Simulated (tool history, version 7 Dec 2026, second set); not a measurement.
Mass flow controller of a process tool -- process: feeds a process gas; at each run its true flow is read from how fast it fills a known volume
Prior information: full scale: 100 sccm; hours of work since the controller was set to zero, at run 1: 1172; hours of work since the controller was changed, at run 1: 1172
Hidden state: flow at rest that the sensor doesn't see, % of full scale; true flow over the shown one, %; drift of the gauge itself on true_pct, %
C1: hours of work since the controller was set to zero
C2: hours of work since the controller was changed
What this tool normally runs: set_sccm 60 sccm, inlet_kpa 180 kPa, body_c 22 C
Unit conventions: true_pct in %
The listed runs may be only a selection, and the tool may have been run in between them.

run 1 hour=0 | set_sccm=60 inlet_kpa=180 body_c=22 | C1=1172 C2=1172 | true_pct=98.89
run 2 hour=122.7 | set_sccm=60 inlet_kpa=180 body_c=22 | C1=1245 C2=1245 | true_pct=99.02
run 3 hour=254.8 | set_sccm=60 inlet_kpa=180 body_c=22 | C1=1324 C2=1324 | true_pct=99.01
run 4 hour=443.3 | set_sccm=60 inlet_kpa=180 body_c=22 | C1=1436 C2=1436 | true_pct=98.94
run 5 hour=619 | set_sccm=60 inlet_kpa=180 body_c=22 | C1=1540 C2=1540 | true_pct=98.8
run 6 hour=759.4 | set_sccm=60 inlet_kpa=180 body_c=22 | C1=1623 C2=1623 | true_pct=99.01
run 7 hour=960.1 | set_sccm=60 inlet_kpa=180 body_c=22 | C1=1742 C2=1742 | true_pct=99.02
run 8 hour=1100 | set_sccm=60 inlet_kpa=271 body_c=22 | C1=1825 C2=1825 | true_pct=99.06
run 9 hour=1201.7 | set_sccm=60 inlet_kpa=271 body_c=22 | C1=1886 C2=1886 | true_pct=99.12
run 10 hour=1374.2 | set_sccm=60 inlet_kpa=271 body_c=22 | C1=1988 C2=1988 | true_pct=99.11
run 11 hour=1529.4 | set_sccm=60 inlet_kpa=271 body_c=22 | C1=2080 C2=2080 | true_pct=99.07
run 12 hour=1643.1 | set_sccm=60 inlet_kpa=201 body_c=22 | C1=2148 C2=2148 | true_pct=99.01
run 13 hour=1808 | set_sccm=25 inlet_kpa=144 body_c=22 | C1=2246 C2=2246 | true_pct=97.95
run 14 hour=1940.6 | set_sccm=55 inlet_kpa=212 body_c=22 | C1=2325 C2=2325 | true_pct=98.84
run 15 hour=2062.8 | set_sccm=55 inlet_kpa=212 body_c=22 | C1=2397 C2=2397 | true_pct=98.94

Forecast each of these 4 alternatives for the next run:
run A hour=2261.1 | set_sccm=45 inlet_kpa=179 body_c=38 | C1=2515 C2=2515 | true_pct=?
run B hour=2261.1 | set_sccm=26 inlet_kpa=251 body_c=33 | C1=2515 C2=2515 | true_pct=?
run C hour=2261.1 | set_sccm=12 inlet_kpa=180 body_c=22 | C1=2515 C2=2515 | true_pct=?
run D hour=2261.1 | set_sccm=82 inlet_kpa=188 body_c=22 | C1=2515 C2=2515 | true_pct=?

run=A true_pct=97.66
run=B true_pct=97.4
run=C true_pct=97.6
run=D true_pct=99.51
Without the tool's hidden state the same runs would have given:
run=A true_pct=97.66
run=B true_pct=97.4
run=C true_pct=97.61
run=D true_pct=99.52
